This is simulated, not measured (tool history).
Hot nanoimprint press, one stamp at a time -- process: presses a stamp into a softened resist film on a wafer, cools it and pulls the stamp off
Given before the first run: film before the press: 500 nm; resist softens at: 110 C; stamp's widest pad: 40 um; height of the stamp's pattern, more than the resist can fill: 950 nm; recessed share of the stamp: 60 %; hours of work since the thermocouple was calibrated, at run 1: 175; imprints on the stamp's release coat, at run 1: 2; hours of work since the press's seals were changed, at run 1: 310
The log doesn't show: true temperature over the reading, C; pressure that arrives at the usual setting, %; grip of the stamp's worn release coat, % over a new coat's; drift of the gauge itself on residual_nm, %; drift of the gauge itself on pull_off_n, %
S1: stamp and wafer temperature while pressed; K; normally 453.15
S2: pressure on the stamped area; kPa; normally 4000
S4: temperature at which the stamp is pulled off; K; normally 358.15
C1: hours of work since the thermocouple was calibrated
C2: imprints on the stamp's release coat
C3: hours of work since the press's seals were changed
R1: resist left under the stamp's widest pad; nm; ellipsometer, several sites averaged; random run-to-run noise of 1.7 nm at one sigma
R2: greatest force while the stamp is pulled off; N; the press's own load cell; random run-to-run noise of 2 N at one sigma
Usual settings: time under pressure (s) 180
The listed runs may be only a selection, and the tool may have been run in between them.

run 1 day=0 | S1=453.15 S2=4000 time_under_pressure_(s)=180 S4=358.15 | C1=175 C2=2 C3=310 | R1=283.3 R2=128
run 2 day=0.342 | S1=453.15 S2=6210 time_under_pressure_(s)=180 S4=358.15 | C1=181 C2=31 C3=316 | R1=229.1 R2=130
run 3 day=0.742 | S1=453.15 S2=6210 time_under_pressure_(s)=180 S4=358.15 | C1=188 C2=66 C3=323 | R1=226.2 R2=126
run 4 day=1.033 | S1=453.15 S2=4000 time_under_pressure_(s)=322 S4=358.15 | C1=193 C2=91 C3=328 | R1=239.1 R2=130
run 5 day=1.383 | S1=453.15 S2=4000 time_under_pressure_(s)=180 S4=358.15 | C1=199 C2=121 C3=334 | R1=284.3 R2=129
run 6 day=1.688 | S1=453.15 S2=4000 time_under_pressure_(s)=180 S4=358.15 | C1=204 C2=147 C3=340 | R1=288.1 R2=131
run 7 day=2.242 | S1=453.15 S2=4000 time_under_pressure_(s)=180 S4=364.15 | C1=214 C2=194 C3=349 | R1=280.8 R2=126
run 8 day=2.7 | S1=453.15 S2=4000 time_under_pressure_(s)=180 S4=364.15 | C1=222 C2=233 C3=357 | R1=286 R2=122
run 9 day=3.096 | S1=453.15 S2=4000 time_under_pressure_(s)=180 S4=364.15 | C1=229 C2=267 C3=364 | R1=283.1 R2=124
run 10 day=3.383 | S1=453.15 S2=4000 time_under_pressure_(s)=180 S4=364.15 | C1=234 C2=292 C3=369 | R1=283.7 R2=122
run 11 day=3.954 | S1=449.15 S2=5440 time_under_pressure_(s)=155 S4=355.15 | C1=244 C2=341 C3=379 | R1=300.7 R2=138
run 12 day=4.317 | S1=449.15 S2=5440 time_under_pressure_(s)=155 S4=355.15 | C1=250 C2=372 C3=385 | R1=305.1 R2=136
run 13 day=4.888 | S1=446.15 S2=2830 time_under_pressure_(s)=120 S4=363.15 | C1=260 C2=421 C3=395 | R1=431.4 R2=126
run 14 day=5.342 | S1=446.15 S2=2830 time_under_pressure_(s)=120 S4=348.15 | C1=268 C2=460 C3=403 | R1=427.5 R2=153
run 15 day=5.954 | S1=446.15 S2=2830 time_under_pressure_(s)=120 S4=348.15 | C1=279 C2=512 C3=414 | R1=427.5 R2=147
run 16 day=6.229 | S1=446.15 S2=4000 time_under_pressure_(s)=152 S4=356.15 | C1=284 C2=536 C3=419 | R1=376.6 R2=142
run 17 day=6.65 | S1=446.15 S2=4000 time_under_pressure_(s)=152 S4=356.15 | C1=291 C2=572 C3=426 | R1=379.6 R2=141
run 18 day=7.146 | S1=442.15 S2=4000 time_under_pressure_(s)=194 S4=351.15 | C1=300 C2=614 C3=435 | R1=401.4 R2=148
run 19 day=7.45 | S1=442.15 S2=4000 time_under_pressure_(s)=194 S4=351.15 | C1=305 C2=641 C3=440 | R1=400.7 R2=149
run 20 day=8.017 | S1=442.15 S2=4000 time_under_pressure_(s)=194 S4=351.15 | C1=315 C2=689 C3=450 | R1=396.3 R2=153

Each row is a separate what-if for the run after 20, all from the same tool condition, not one after another. Results?
run A day=8.404 | S1=442.15 S2=4000 time_under_pressure_(s)=194 S4=357.15 | C1=322 C2=722 C3=457 | R1=? R2=?
run B day=8.404 | S1=453.15 S2=4350 time_under_pressure_(s)=186 S4=363.15 | C1=322 C2=722 C3=457 | R1=? R2=?
run C day=8.404 | S1=453.15 S2=4000 time_under_pressure_(s)=164 S4=354.15 | C1=322 C2=722 C3=457 | R1=? R2=?
run D day=8.404 | S1=464.15 S2=5800 time_under_pressure_(s)=180 S4=357.15 | C1=322 C2=722 C3=457 | R1=? R2=?
run E day=8.404 | S1=442.15 S2=3670 time_under_pressure_(s)=180 S4=352.15 | C1=322 C2=722 C3=457 | R1=? R2=?

run=A R1=398.6 R2=143
run=B R1=278 R2=133
run=C R1=295.6 R2=147
run=D R1=154.3 R2=140
run=E R1=413.5 R2=153
Stripped of hidden state, with their random variation kept, the same runs would have yielded:
run=A R1=381.7 R2=128
run=B R1=260.4 R2=120
run=C R1=278 R2=132
run=D R1=143.7 R2=126
run=E R1=397.9 R2=138

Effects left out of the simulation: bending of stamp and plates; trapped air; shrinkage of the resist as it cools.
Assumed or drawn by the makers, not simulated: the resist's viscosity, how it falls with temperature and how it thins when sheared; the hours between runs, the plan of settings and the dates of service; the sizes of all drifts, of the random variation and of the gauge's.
